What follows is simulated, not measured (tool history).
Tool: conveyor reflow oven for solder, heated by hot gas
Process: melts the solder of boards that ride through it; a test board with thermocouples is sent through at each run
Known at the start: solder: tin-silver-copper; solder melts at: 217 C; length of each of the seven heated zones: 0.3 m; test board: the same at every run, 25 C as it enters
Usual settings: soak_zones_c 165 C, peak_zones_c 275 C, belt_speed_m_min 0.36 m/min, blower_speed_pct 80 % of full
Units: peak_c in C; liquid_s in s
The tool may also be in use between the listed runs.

run 1 day=0 | soak_zones_c=165 peak_zones_c=275 belt_speed_m_min=0.36 blower_speed_pct=80 | peak_c=264.6 liquid_s=83.3
run 2 day=1.092 | soak_zones_c=165 peak_zones_c=275 belt_speed_m_min=0.36 blower_speed_pct=80 | peak_c=264.7 liquid_s=83.2
run 3 day=2.488 | soak_zones_c=165 peak_zones_c=275 belt_speed_m_min=0.36 blower_speed_pct=80 | peak_c=264.5 liquid_s=83.2
-- day=3.288 thermocouples of zones 6 and 7 changed
run 4 day=4.396 | soak_zones_c=165 peak_zones_c=275 belt_speed_m_min=0.36 blower_speed_pct=80 | peak_c=265.3 liquid_s=83.9
run 5 day=5.812 | soak_zones_c=165 peak_zones_c=275 belt_speed_m_min=0.36 blower_speed_pct=80 | peak_c=265.1 liquid_s=83.7
run 6 day=7.35 | soak_zones_c=165 peak_zones_c=275 belt_speed_m_min=0.36 blower_speed_pct=80 | peak_c=265 liquid_s=83.8
run 7 day=8.233 | soak_zones_c=165 peak_zones_c=275 belt_speed_m_min=0.36 blower_speed_pct=69 | peak_c=262.7 liquid_s=81.4
run 8 day=10.033 | soak_zones_c=170 peak_zones_c=266 belt_speed_m_min=0.35 blower_speed_pct=68 | peak_c=255.1 liquid_s=80.1
-- day=11.708 flux residue cleaned out of gas plates and filters
run 9 day=12.388 | soak_zones_c=165 peak_zones_c=275 belt_speed_m_min=0.409 blower_speed_pct=80 | peak_c=262.4 liquid_s=71.7

Run 10 comes next. What will it give?
run 10 day=14.4 | soak_zones_c=165 peak_zones_c=275 belt_speed_m_min=0.409 blower_speed_pct=80 | peak_c=? liquid_s=?

peak_c: 262.2 C
liquid_s: 71.3 s
Without the tool's hidden state the same run would have given peak_c 261.9 C, liquid_s 70.4 s.
